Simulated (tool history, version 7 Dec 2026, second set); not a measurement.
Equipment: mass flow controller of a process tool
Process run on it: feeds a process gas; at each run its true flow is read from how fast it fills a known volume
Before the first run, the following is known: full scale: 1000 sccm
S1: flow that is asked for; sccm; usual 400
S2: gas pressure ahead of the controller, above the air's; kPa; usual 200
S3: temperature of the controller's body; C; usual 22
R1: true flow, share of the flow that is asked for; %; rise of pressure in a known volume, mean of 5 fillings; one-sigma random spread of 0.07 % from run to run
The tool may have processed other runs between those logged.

Run 1, hour 0: usual settings. Result: R1 99.17 %.
Run 2, hour 62.1: usual settings. Result: R1 99.25 %.
Run 3, hour 125.1: usual settings. Result: R1 99.29 %.
Run 4, hour 211.2: usual settings. Result: R1 99.19 %.
Run 5, hour 290.6: usual settings. Result: R1 99.28 %.
Run 6, hour 419.4: usual settings. Result: R1 99.15 %.
Run 7, hour 498.5: usual settings but S2 225 kPa, S3 30 C. Result: R1 98.65 %.
Run 8, hour 585.2: usual settings but S1 169 sccm, S2 251 kPa, S3 26 C. Result: R1 98.45 %.
Run 9, hour 665.7: usual settings but S1 169 sccm, S2 251 kPa, S3 26 C. Result: R1 98.6 %.
Run 10, hour 801.7: usual settings but S1 169 sccm, S2 251 kPa, S3 26 C. Result: R1 98.53 %.
Run 11, hour 910.8: usual settings but S3 26 C. Result: R1 98.99 %.
Run 12, hour 984.6: usual settings but S1 336 sccm, S2 249 kPa, S3 30 C. Result: R1 98.54 %.

Alternative continuations, all from the tool just after run 12; predict every row:
Run A, hour 1061.7: usual settings but S1 371 sccm, S2 151 kPa, S3 23 C. Result: R1 ?.
Run B, hour 1061.7: usual settings but S1 336 sccm, S2 222 kPa, S3 30 C. Result: R1 ?.
Run C, hour 1061.7: usual settings but S1 194 sccm, S2 256 kPa, S3 29 C. Result: R1 ?.
Run D, hour 1061.7: usual settings but S1 336 sccm, S2 213 kPa, S3 30 C. Result: R1 ?.

run     R1
  A  99.28
  B  98.58
  C   98.2
  D  98.52
Had the tool no hidden state, the same runs would have come out as:
run     R1
  A  99.27
  B  98.58
  C   98.2
  D  98.51
